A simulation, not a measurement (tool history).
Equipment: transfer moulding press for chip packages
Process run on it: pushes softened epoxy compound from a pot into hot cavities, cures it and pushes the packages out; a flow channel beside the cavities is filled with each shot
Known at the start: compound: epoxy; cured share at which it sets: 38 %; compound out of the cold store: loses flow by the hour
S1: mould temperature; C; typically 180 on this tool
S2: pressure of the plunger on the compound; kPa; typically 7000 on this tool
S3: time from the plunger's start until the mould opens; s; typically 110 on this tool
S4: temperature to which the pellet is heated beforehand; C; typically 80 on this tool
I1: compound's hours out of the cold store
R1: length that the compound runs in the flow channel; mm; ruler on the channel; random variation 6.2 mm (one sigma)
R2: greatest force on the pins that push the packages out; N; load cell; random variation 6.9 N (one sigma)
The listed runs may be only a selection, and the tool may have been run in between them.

run	hour	S1	S2	S3	S4	I1	R1	R2
1	0	180	7000	110	80	34	587	305
2	23.3	180	7000	110	80	9.7	612	465
3	37.5	180	7000	110	85	16	602	484
4	51.3	175	7000	110	80	45.3	579	624
5	63.5	175	7000	110	80	37.7	581	701
# hour 68.5: cavities cleaned with cleaning compound and waxed
6	86.7	175	7000	110	80	38.8	579	526
7	109	180	7000	110	75	14.8	596	515
8	123.6	180	7000	92	80	27.5	569	699
# hour 140.2: cavities cleaned with cleaning compound and waxed
9	146.5	180	7000	92	80	39.4	554	449
# hour 156: plunger's sealing rings changed
10	159.2	180	7000	92	80	45.1	608	543
11	181.8	180	7000	92	80	22.2	646	660
12	194.2	180	7000	92	80	42.5	588	685
13	210.7	180	7000	92	80	17	652	736
# hour 214.6: cavities cleaned with cleaning compound and waxed
14	228.9	180	7000	92	80	33.6	613	544
15	247.1	183	7750	90	81	24.3	646	559
16	265	179	7000	90	80	39.2	594	769
# hour 287: cavities cleaned with cleaning compound and waxed
17	290.4	179	6940	92	80	30.9	607	468
18	314.3	179	6940	92	80	41.3	593	648
19	325.5	180	7000	100	80	29.5	611	560
20	341	180	7000	100	80	38.8	587	609
# hour 359.4: cavities cleaned with cleaning compound and waxed
21	359.4	173	6730	110	87	42.6	591	428
22	381.1	188	7000	110	80	29.7	573	368
23	399.7	180	8760	110	80	29.3	666	501
24	409.6	180	8760	100	82	37.9	659	563
25	427.8	183	8760	134	82	24.1	671	465
# hour 432.2: cavities cleaned with cleaning compound and waxed
26	441.3	183	8760	134	82	31.1	645	303
27	453.9	173	5220	120	84	21.5	554	542
28	477.5	180	7340	110	75	18.1	618	503

What if the next run were any one of these 5? Each begins from the tool's condition after run 28:
A	493.3	180	6250	113	77	34.5	?	?
B	493.3	180	8790	110	75	20.5	?	?
C	493.3	180	8610	110	80	29.7	?	?
D	493.3	180	7000	110	81	37.5	?	?
E	493.3	184	7000	94	80	45.5	?	?

run	R1	R2
A	543	527
B	670	527
C	651	530
D	571	519
E	549	544
Stripped of hidden state, with their random variation kept, the same runs would have yielded:
run	R1	R2
A	587	285
B	724	282
C	703	285
D	617	278
E	594	289
